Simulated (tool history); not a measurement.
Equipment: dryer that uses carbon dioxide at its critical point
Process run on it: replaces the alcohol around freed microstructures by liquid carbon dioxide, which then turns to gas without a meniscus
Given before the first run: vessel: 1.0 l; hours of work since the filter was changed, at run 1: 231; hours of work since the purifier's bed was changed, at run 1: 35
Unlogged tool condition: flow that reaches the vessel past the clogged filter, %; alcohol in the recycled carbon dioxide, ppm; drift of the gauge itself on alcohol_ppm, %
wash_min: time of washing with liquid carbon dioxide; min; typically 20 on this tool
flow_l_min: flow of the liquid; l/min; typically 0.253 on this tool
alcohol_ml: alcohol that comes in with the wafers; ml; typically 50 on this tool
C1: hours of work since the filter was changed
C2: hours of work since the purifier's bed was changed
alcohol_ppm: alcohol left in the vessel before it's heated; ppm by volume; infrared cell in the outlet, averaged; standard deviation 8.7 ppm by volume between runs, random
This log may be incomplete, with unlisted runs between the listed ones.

run 1 hour=0.0 | wash_min=20 flow_l_min=0.253 alcohol_ml=50 | C1=231 C2=35 | alcohol_ppm=804
run 2 hour=10.0 | wash_min=20 flow_l_min=0.253 alcohol_ml=50 | C1=234 C2=38 | alcohol_ppm=797
run 3 hour=18.1 | wash_min=20 flow_l_min=0.253 alcohol_ml=50 | C1=236 C2=41 | alcohol_ppm=805
run 4 hour=27.7 | wash_min=20 flow_l_min=0.357 alcohol_ml=50 | C1=239 C2=44 | alcohol_ppm=167
run 5 hour=35.8 | wash_min=20 flow_l_min=0.357 alcohol_ml=50 | C1=242 C2=46 | alcohol_ppm=172
run 6 hour=46.3 | wash_min=20 flow_l_min=0.357 alcohol_ml=91 | C1=245 C2=49 | alcohol_ppm=306
run 7 hour=54.5 | wash_min=20 flow_l_min=0.357 alcohol_ml=91 | C1=248 C2=52 | alcohol_ppm=300
run 8 hour=61.3 | wash_min=13 flow_l_min=0.336 alcohol_ml=31 | C1=250 C2=54 | alcohol_ppm=913
run 9 hour=65.8 | wash_min=30 flow_l_min=0.291 alcohol_ml=23 | C1=251 C2=56 | alcohol_ppm=36
run 10 hour=76.7 | wash_min=26 flow_l_min=0.253 alcohol_ml=29 | C1=255 C2=59 | alcohol_ppm=151
run 11 hour=84.1 | wash_min=20 flow_l_min=0.175 alcohol_ml=32 | C1=257 C2=61 | alcohol_ppm=1873
run 12 hour=95.0 | wash_min=16 flow_l_min=0.253 alcohol_ml=55 | C1=261 C2=65 | alcohol_ppm=2072
run 13 hour=105.9 | wash_min=17 flow_l_min=0.253 alcohol_ml=74 | C1=264 C2=68 | alcohol_ppm=2289
-- hour=116.7 inlet filter changed
run 14 hour=117.0 | wash_min=23 flow_l_min=0.310 alcohol_ml=22 | C1=0 C2=71 | alcohol_ppm=42

Alternative continuations, all from the tool just after run 14; predict every row:
run A hour=123.0 | wash_min=22 flow_l_min=0.310 alcohol_ml=22 | C1=2 C2=73 | alcohol_ppm=?
run B hour=123.0 | wash_min=16 flow_l_min=0.317 alcohol_ml=28 | C1=2 C2=73 | alcohol_ppm=?
run C hour=123.0 | wash_min=14 flow_l_min=0.182 alcohol_ml=93 | C1=2 C2=73 | alcohol_ppm=?
run D hour=123.0 | wash_min=20 flow_l_min=0.253 alcohol_ml=36 | C1=2 C2=73 | alcohol_ppm=?
run E hour=123.0 | wash_min=27 flow_l_min=0.253 alcohol_ml=50 | C1=2 C2=73 | alcohol_ppm=?

run=A alcohol_ppm=53
run=B alcohol_ppm=284
run=C alcohol_ppm=8849
run=D alcohol_ppm=362
run=E alcohol_ppm=102
Without the tool's hidden state the same runs would have given:
run=A alcohol_ppm=41
run=B alcohol_ppm=267
run=C alcohol_ppm=8726
run=D alcohol_ppm=344
run=E alcohol_ppm=88

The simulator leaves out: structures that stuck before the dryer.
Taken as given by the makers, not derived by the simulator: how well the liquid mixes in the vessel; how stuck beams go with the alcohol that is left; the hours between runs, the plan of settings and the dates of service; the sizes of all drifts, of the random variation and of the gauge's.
